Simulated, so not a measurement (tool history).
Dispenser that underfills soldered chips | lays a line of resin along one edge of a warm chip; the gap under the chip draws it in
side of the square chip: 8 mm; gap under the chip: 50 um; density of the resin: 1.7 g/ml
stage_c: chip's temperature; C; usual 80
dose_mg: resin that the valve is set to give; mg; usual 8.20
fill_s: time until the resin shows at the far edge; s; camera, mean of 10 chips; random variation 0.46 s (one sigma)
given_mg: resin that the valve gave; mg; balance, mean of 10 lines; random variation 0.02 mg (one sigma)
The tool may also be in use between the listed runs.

run	hour	stage_c	dose_mg	fill_s	given_mg
1	0.0	80	8.20	38.5	7.95
2	3.7	80	8.20	47.6	7.87
# hour 7.1: new syringe of resin
3	12.3	80	8.20	48.0	7.87
# hour 16.1: new syringe of resin
4	21.0	80	8.20	46.9	7.89
# hour 24.7: new syringe of resin
5	25.4	80	8.20	36.4	7.87
6	29.4	80	8.20	45.1	7.85
# hour 33.4: new syringe of resin
7	34.2	80	8.20	35.6	7.83
# hour 42.0: new syringe of resin
8	42.7	80	10.04	36.4	9.56
# hour 44.9: dispensing valve cleaned and set on the balance
9	47.3	80	10.04	44.5	10.02
10	51.1	80	9.11	55.4	9.08
# hour 52.2: new syringe of resin
11	58.7	80	9.11	50.2	9.09
# hour 60.8: new syringe of resin
12	66.7	80	9.11	50.0	9.07
# hour 69.4: new syringe of resin
13	75.1	80	9.11	46.4	9.02
# hour 78.2: new syringe of resin
14	80.0	80	9.11	37.8	9.01
15	85.7	80	8.20	53.5	8.08
# hour 86.8: new syringe of resin
16	93.0	80	10.60	48.5	10.50
# hour 95.5: new syringe of resin
17	99.2	80	10.60	41.8	10.43
# hour 104.0: new syringe of resin
18	104.8	80	10.60	35.8	10.39
19	110.8	72	9.10	67.5	8.90
# hour 112.5: new syringe of resin
20	115.4	85	10.06	33.6	9.87
# hour 121.2: new syringe of resin
21	123.4	66	8.20	64.4	8.01
22	129.0	69	7.36	81.7	7.18
# hour 129.7: new syringe of resin
23	135.1	69	7.36	71.2	7.21
# hour 138.7: new syringe of resin
24	139.5	69	8.51	53.9	8.25
25	145.4	69	8.51	75.5	8.27
# hour 147.4: new syringe of resin
26	151.7	69	8.51	65.1	8.25
# hour 156.4: new syringe of resin
27	158.9	83	9.08	35.8	8.81
# hour 164.9: new syringe of resin
28	167.4	93	10.33	26.4	9.97
# hour 174.0: new syringe of resin
29	174.8	76	7.38	43.7	7.09
30	179.3	92	8.73	32.2	8.40
# hour 182.5: new syringe of resin
31	183.6	85	9.66	31.9	9.29
32	190.1	73	7.81	67.5	7.52
# hour 191.2: new syringe of resin
33	197.8	81	9.46	48.7	9.05
# hour 200.0: new syringe of resin
34	205.9	81	9.46	46.4	9.03

Measured less the same run without the tool's hidden state. The same run-to-run variation is in both; the gauge's scatter may not be:
The hidden state here: resin's viscosity, % of fresh resin's; dose that the valve gives, % of what is set; true chip temperature over the reading, C; drift of the gauge itself on fill_s, %; drift of the gauge itself on given_mg, %.
run	fill_s	given_mg
1	+3.8	-0.28
2	+12.8	-0.29
3	+12.7	-0.32
4	+11.7	-0.33
5	+1.7	-0.34
6	+10.8	-0.35
7	+1.8	-0.36
8	+1.8	-0.47
9	+9.6	-0.03
10	+20.1	-0.03
11	+15.3	-0.06
12	+14.9	-0.07
13	+13.0	-0.09
14	+4.0	-0.11
15	+18.6	-0.11
16	+14.8	-0.16
17	+8.4	-0.17
18	+2.3	-0.19
19	+22.3	-0.18
20	+5.1	-0.21
21	+7.9	-0.19
22	+29.1	-0.19
23	+18.8	-0.19
24	+4.3	-0.23
25	+25.3	-0.25
26	+14.6	-0.26
27	+5.4	-0.30
28	+3.9	-0.36
29	+2.5	-0.28
30	+8.6	-0.34
31	+2.4	-0.38
32	+24.5	-0.32
33	+15.2	-0.41
34	+13.4	-0.43
